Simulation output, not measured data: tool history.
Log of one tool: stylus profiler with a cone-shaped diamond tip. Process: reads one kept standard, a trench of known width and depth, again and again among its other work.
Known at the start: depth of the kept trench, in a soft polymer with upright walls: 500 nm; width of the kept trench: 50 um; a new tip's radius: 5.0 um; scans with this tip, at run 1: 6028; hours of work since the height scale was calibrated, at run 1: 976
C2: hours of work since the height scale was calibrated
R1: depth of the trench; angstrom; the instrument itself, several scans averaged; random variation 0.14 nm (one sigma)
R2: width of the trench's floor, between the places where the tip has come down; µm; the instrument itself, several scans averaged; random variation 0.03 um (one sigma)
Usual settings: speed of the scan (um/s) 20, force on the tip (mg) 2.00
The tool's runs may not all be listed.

{"run": 1, "hour": 0.0, "speed of the scan (um/s)": 20, "force on the tip (mg)": 2.0, "scans with this tip": 6028, "C2": 976, "R1": 5037.8, "R2": 45.54}
{"run": 2, "hour": 103.6, "speed of the scan (um/s)": 12, "force on the tip (mg)": 2.0, "scans with this tip": 6335, "C2": 1025, "R1": 5036.0, "R2": 45.62}
{"run": 3, "hour": 209.6, "speed of the scan (um/s)": 20, "force on the tip (mg)": 2.0, "scans with this tip": 6649, "C2": 1076, "R1": 5036.7, "R2": 45.55}
{"run": 4, "hour": 329.0, "speed of the scan (um/s)": 20, "force on the tip (mg)": 2.0, "scans with this tip": 7003, "C2": 1133, "R1": 5039.9, "R2": 45.57}
{"hour": 373.2, "done": "height scale calibrated on a step standard"}
{"run": 5, "hour": 471.6, "speed of the scan (um/s)": 20, "force on the tip (mg)": 2.0, "scans with this tip": 7424, "C2": 47, "R1": 5035.8, "R2": 45.6}
{"run": 6, "hour": 559.0, "speed of the scan (um/s)": 20, "force on the tip (mg)": 2.0, "scans with this tip": 7683, "C2": 89, "R1": 5039.2, "R2": 45.55}
{"run": 7, "hour": 636.3, "speed of the scan (um/s)": 20, "force on the tip (mg)": 2.0, "scans with this tip": 7912, "C2": 126, "R1": 5036.0, "R2": 45.5}
{"run": 8, "hour": 742.0, "speed of the scan (um/s)": 80, "force on the tip (mg)": 2.0, "scans with this tip": 8225, "C2": 177, "R1": 5037.4, "R2": 45.38}
{"run": 9, "hour": 851.7, "speed of the scan (um/s)": 80, "force on the tip (mg)": 2.0, "scans with this tip": 8550, "C2": 229, "R1": 5035.3, "R2": 45.41}
{"run": 10, "hour": 952.0, "speed of the scan (um/s)": 80, "force on the tip (mg)": 2.0, "scans with this tip": 8847, "C2": 277, "R1": 5036.0, "R2": 45.33}
{"run": 11, "hour": 1012.4, "speed of the scan (um/s)": 20, "force on the tip (mg)": 5.81, "scans with this tip": 9026, "C2": 306, "R1": 5074.3, "R2": 45.59}
{"run": 12, "hour": 1099.8, "speed of the scan (um/s)": 20, "force on the tip (mg)": 0.68, "scans with this tip": 9285, "C2": 348, "R1": 5015.6, "R2": 45.51}
{"run": 13, "hour": 1245.3, "speed of the scan (um/s)": 10, "force on the tip (mg)": 2.0, "scans with this tip": 9716, "C2": 418, "R1": 5037.0, "R2": 45.56}
{"run": 14, "hour": 1308.3, "speed of the scan (um/s)": 23, "force on the tip (mg)": 2.0, "scans with this tip": 9903, "C2": 448, "R1": 5033.3, "R2": 45.57}
{"run": 15, "hour": 1423.2, "speed of the scan (um/s)": 22, "force on the tip (mg)": 2.0, "scans with this tip": 10243, "C2": 503, "R1": 5034.9, "R2": 45.64}
{"run": 16, "hour": 1518.6, "speed of the scan (um/s)": 22, "force on the tip (mg)": 2.0, "scans with this tip": 10526, "C2": 549, "R1": 5035.9, "R2": 45.54}
{"run": 17, "hour": 1597.6, "speed of the scan (um/s)": 14, "force on the tip (mg)": 0.81, "scans with this tip": 10759, "C2": 587, "R1": 5020.6, "R2": 45.58}
{"run": 18, "hour": 1722.6, "speed of the scan (um/s)": 14, "force on the tip (mg)": 0.81, "scans with this tip": 11130, "C2": 647, "R1": 5020.1, "R2": 45.56}
{"run": 19, "hour": 1783.1, "speed of the scan (um/s)": 25, "force on the tip (mg)": 1.49, "scans with this tip": 11309, "C2": 676, "R1": 5029.4, "R2": 45.55}
{"run": 20, "hour": 1911.2, "speed of the scan (um/s)": 25, "force on the tip (mg)": 1.49, "scans with this tip": 11689, "C2": 737, "R1": 5028.3, "R2": 45.57}
{"run": 21, "hour": 2024.3, "speed of the scan (um/s)": 25, "force on the tip (mg)": 1.49, "scans with this tip": 12024, "C2": 792, "R1": 5029.3, "R2": 45.48}
{"run": 22, "hour": 2091.9, "speed of the scan (um/s)": 25, "force on the tip (mg)": 1.49, "scans with this tip": 12224, "C2": 824, "R1": 5030.5, "R2": 45.52}
{"run": 23, "hour": 2197.3, "speed of the scan (um/s)": 25, "force on the tip (mg)": 1.49, "scans with this tip": 12536, "C2": 874, "R1": 5029.5, "R2": 45.54}
{"run": 24, "hour": 2299.7, "speed of the scan (um/s)": 9, "force on the tip (mg)": 0.82, "scans with this tip": 12839, "C2": 924, "R1": 5017.8, "R2": 45.59}
{"run": 25, "hour": 2436.0, "speed of the scan (um/s)": 9, "force on the tip (mg)": 0.82, "scans with this tip": 13243, "C2": 989, "R1": 5020.9, "R2": 45.56}
{"run": 26, "hour": 2529.3, "speed of the scan (um/s)": 53, "force on the tip (mg)": 1.92, "scans with this tip": 13520, "C2": 1034, "R1": 5033.6, "R2": 45.45}
{"run": 27, "hour": 2601.3, "speed of the scan (um/s)": 53, "force on the tip (mg)": 1.92, "scans with this tip": 13733, "C2": 1068, "R1": 5033.4, "R2": 45.48}
{"run": 28, "hour": 2661.8, "speed of the scan (um/s)": 30, "force on the tip (mg)": 3.25, "scans with this tip": 13912, "C2": 1097, "R1": 5049.2, "R2": 45.58}
{"run": 29, "hour": 2734.3, "speed of the scan (um/s)": 41, "force on the tip (mg)": 2.74, "scans with this tip": 14127, "C2": 1132, "R1": 5045.0, "R2": 45.56}
{"hour": 2776.1, "done": "height scale calibrated on a step standard"}
{"run": 30, "hour": 2880.6, "speed of the scan (um/s)": 20, "force on the tip (mg)": 1.06, "scans with this tip": 14559, "C2": 50, "R1": 5022.8, "R2": 45.55}

Forecast run 31:
{"run": 31, "hour": 2958.7, "speed of the scan (um/s)": 20, "force on the tip (mg)": 1.25, "scans with this tip": 14790, "C2": 88, "R1": "?", "R2": "?"}

{"run 31": {"R1": 5024.9, "R2": 45.53}}
Without the tool's hidden state the same run would have given R1 5024.9 angstrom, R2 45.54 µm.
